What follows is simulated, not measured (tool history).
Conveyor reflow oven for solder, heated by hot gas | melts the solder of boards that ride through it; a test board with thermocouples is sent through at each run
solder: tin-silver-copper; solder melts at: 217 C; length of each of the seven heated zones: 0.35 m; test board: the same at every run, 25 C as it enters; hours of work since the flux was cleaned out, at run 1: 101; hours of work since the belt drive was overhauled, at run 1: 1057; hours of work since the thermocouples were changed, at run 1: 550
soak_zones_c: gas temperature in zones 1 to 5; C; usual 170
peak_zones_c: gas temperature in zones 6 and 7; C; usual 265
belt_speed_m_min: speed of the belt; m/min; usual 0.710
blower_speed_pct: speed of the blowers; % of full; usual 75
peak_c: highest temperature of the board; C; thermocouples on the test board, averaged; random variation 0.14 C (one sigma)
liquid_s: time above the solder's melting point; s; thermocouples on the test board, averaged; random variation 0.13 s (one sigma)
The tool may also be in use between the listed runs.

| run | day | soak_zones_c | peak_zones_c | belt_speed_m_min | blower_speed_pct | hours of work since the flux was cleaned out | hours of work since the belt drive was overhauled | hours of work since the thermocouples were changed | peak_c | liquid_s |
|---|---|---|---|---|---|---|---|---|---|---|
| 1 | 0.000 | 170 | 265 | 0.710 | 75 | 101 | 1057 | 550 | 245.7 | 38.2 |
| 2 | 1.500 | 170 | 265 | 0.710 | 75 | 118 | 1075 | 567 | 245.3 | 38.2 |
| 3 | 4.096 | 170 | 265 | 0.710 | 75 | 148 | 1105 | 597 | 245.1 | 37.9 |
| 4 | 5.542 | 170 | 265 | 0.710 | 75 | 164 | 1121 | 614 | 244.9 | 37.7 |
|  | 6.558 | belt drive overhauled, speed set with a stopwatch |
| 5 | 8.175 | 170 | 265 | 0.710 | 75 | 193 | 19 | 642 | 243.9 | 36.7 |
| 6 | 9.425 | 170 | 254 | 0.710 | 75 | 207 | 33 | 656 | 234.9 | 28.8 |
|  | 10.033 | flux residue cleaned out of gas plates and filters |
| 7 | 12.533 | 170 | 265 | 0.710 | 88 | 29 | 66 | 690 | 246.3 | 38.7 |
|  | 14.329 | flux residue cleaned out of gas plates and filters, once more |
| 8 | 15.171 | 170 | 265 | 0.710 | 88 | 10 | 94 | 718 | 250.2 | 41.8 |
| 9 | 17.592 | 169 | 265 | 0.710 | 75 | 38 | 122 | 745 | 246.3 | 38.1 |
| 10 | 19.375 | 157 | 279 | 0.812 | 64 | 58 | 143 | 766 | 244.0 | 27.7 |
| 11 | 21.262 | 170 | 268 | 0.814 | 52 | 80 | 164 | 788 | 233.0 | 20.4 |
|  | 21.979 | thermocouples of zones 6 and 7 changed |
| 12 | 24.033 | 170 | 278 | 0.584 | 75 | 111 | 195 | 24 | 261.7 | 58.1 |
| 13 | 26.788 | 170 | 277 | 0.632 | 75 | 142 | 227 | 55 | 257.9 | 51.4 |
| 14 | 29.529 | 170 | 277 | 0.632 | 75 | 174 | 258 | 87 | 257.5 | 51.0 |
| 15 | 31.058 | 179 | 277 | 0.631 | 75 | 191 | 276 | 104 | 259.4 | 54.9 |
|  | 32.979 | flux residue cleaned out of gas plates and filters |
| 16 | 33.021 | 169 | 265 | 0.710 | 75 | 0 | 296 | 125 | 245.1 | 37.2 |
| 17 | 35.283 | 169 | 265 | 0.710 | 75 | 27 | 322 | 151 | 244.8 | 37.4 |
| 18 | 38.254 | 170 | 265 | 0.649 | 59 | 61 | 356 | 185 | 242.9 | 38.8 |

Hidden state or all else? Some run-to-run changes of peak_c, split into what the settings, what came in and random variation would give without the hidden state, and what is left for the hidden state (with any gauge scatter that isn't in both results):
The hidden state here: heat that the gas passes to the board, % of a clean oven's; belt's true speed, % of the reading; true gas temperature in zones 6 and 7 over the reading, C; drift of the gauge itself on peak_c, C; drift of the gauge itself on liquid_s, %.
Run 7 -> 8: flux residue cleaned out of gas plates and filters, once more. peak_c +3.9 C: hidden state +3.6, all else +0.3.
Run 11 -> 12: peak_zones_c 268 -> 278, belt_speed_m_min 0.814 -> 0.584, blower_speed_pct 52 -> 75, thermocouples of zones 6 and 7 changed. peak_c +28.7 C: hidden state -1.9, all else +30.6.
